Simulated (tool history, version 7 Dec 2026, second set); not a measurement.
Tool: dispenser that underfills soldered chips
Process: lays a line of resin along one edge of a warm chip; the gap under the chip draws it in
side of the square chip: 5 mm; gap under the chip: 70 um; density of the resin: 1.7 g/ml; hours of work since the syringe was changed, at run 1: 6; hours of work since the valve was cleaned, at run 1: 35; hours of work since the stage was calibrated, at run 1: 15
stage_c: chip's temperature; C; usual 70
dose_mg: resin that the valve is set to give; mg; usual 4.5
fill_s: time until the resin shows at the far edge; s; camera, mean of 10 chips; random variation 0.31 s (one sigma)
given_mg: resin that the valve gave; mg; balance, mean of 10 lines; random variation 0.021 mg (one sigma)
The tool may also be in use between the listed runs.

run	hour	stage_c	dose_mg	hours of work since the syringe was changed	hours of work since the valve was cleaned	hours of work since the stage was calibrated	fill_s	given_mg
1	0	70	4.5	6	35	15	13.9	4.47
# hour 2.5: new syringe of resin
2	8	70	4.5	3	40	20	11.5	4.44
# hour 14.1: new syringe of resin
3	19.1	70	4.5	3	47	27	11.4	4.43
# hour 25.8: new syringe of resin
4	26.1	70	4.5	0	51	31	9.4	4.43
5	36	70	4.5	6	57	37	15	4.44
# hour 37.8: new syringe of resin
6	43.9	70	4.5	4	62	42	11.2	4.41
# hour 49.7: new syringe of resin
7	52.5	60	4.5	2	67	47	17.2	4.35
# hour 61.7: new syringe of resin
8	61.7	69	4.5	0	73	52	10.1	4.37
9	66.8	69	4.5	3	76	55	12.4	4.38
10	72.5	69	4.9	7	79	59	16.2	4.71
# hour 73.8: new syringe of resin
11	77.8	65	4.9	3	82	62	14.1	4.74
# hour 83.9: dispensing valve cleaned and set on the balance
12	85.7	65	4.9	7	1	66	18.7	4.95
# hour 86.5: new syringe of resin
13	94.1	65	4.9	5	6	71	16.3	4.9
# hour 98.2: new syringe of resin
14	102.1	65	4.9	2	11	76	14.1	4.87
# hour 109.8: new syringe of resin
15	113.2	65	4.9	2	18	83	14.6	4.86
# hour 121.6: new syringe of resin
16	123.2	65	4.9	1	24	89	12.1	4.87
17	128.4	65	4.9	4	27	92	15.6	4.86
# hour 133.1: new syringe of resin
18	137.2	75	4.22	3	32	97	8.9	4.18
# hour 144.8: new syringe of resin
19	145.2	75	4.22	0	37	102	7.9	4.15
20	150.6	75	4.22	4	40	105	10.3	4.16
# hour 156.3: new syringe of resin
21	158.3	75	4.22	1	45	110	8.3	4.16
# hour 167.8: new syringe of resin
22	169.2	71	5.53	1	51	117	9.4	5.43
23	176.5	71	5.53	5	56	121	12.7	5.43
# hour 179.4: new syringe of resin
24	184.3	80	4.81	3	60	126	7.2	4.7
# hour 190.9: new syringe of resin
25	193.4	80	4.81	2	66	131	6.2	4.68
# hour 203.1: new syringe of resin
26	204.2	80	4.81	1	72	138	6.6	4.71
27	211.8	80	4.81	5	77	142	9.3	4.69
# hour 214.6: new syringe of resin
28	223.2	79	4.82	5	84	149	8.8	4.66
# hour 226.3: dispensing valve cleaned and set on the balance
# hour 227.6: new syringe of resin
29	233.8	57	4.82	4	4	155	24.2	4.81
# hour 239.8: new syringe of resin
30	244.2	56	4.1	3	11	161	23.2	4.04
# hour 252: new syringe of resin
31	254.2	56	4.1	1	17	167	20.9	4.08
32	260.1	73	4.73	5	20	171	11.9	4.67
# hour 263.9: new syringe of resin
33	269.6	68	3.88	4	26	177	13.9	3.82
# hour 275.3: new syringe of resin
34	277	82	4.78	1	30	181	5.4	4.74

Forecast each of these 4 alternatives for the next run:
# hour 287: new syringe of resin
A	288.2	74	4.78	1	37	188	?	?
# hour 287: new syringe of resin
B	288.2	70	3.99	1	37	188	?	?
# hour 287: new syringe of resin
C	288.2	73	5.12	1	37	188	?	?
# hour 287: new syringe of resin
D	288.2	63	4.78	1	37	188	?	?

run	fill_s	given_mg
A	8.3	4.7
B	10.9	3.95
C	8.3	5.05
D	14.4	4.73
Without the tool's hidden state the same runs would have given:
run	fill_s	given_mg
A	7.4	4.77
B	9.7	4.02
C	7.4	5.13
D	12.8	4.8
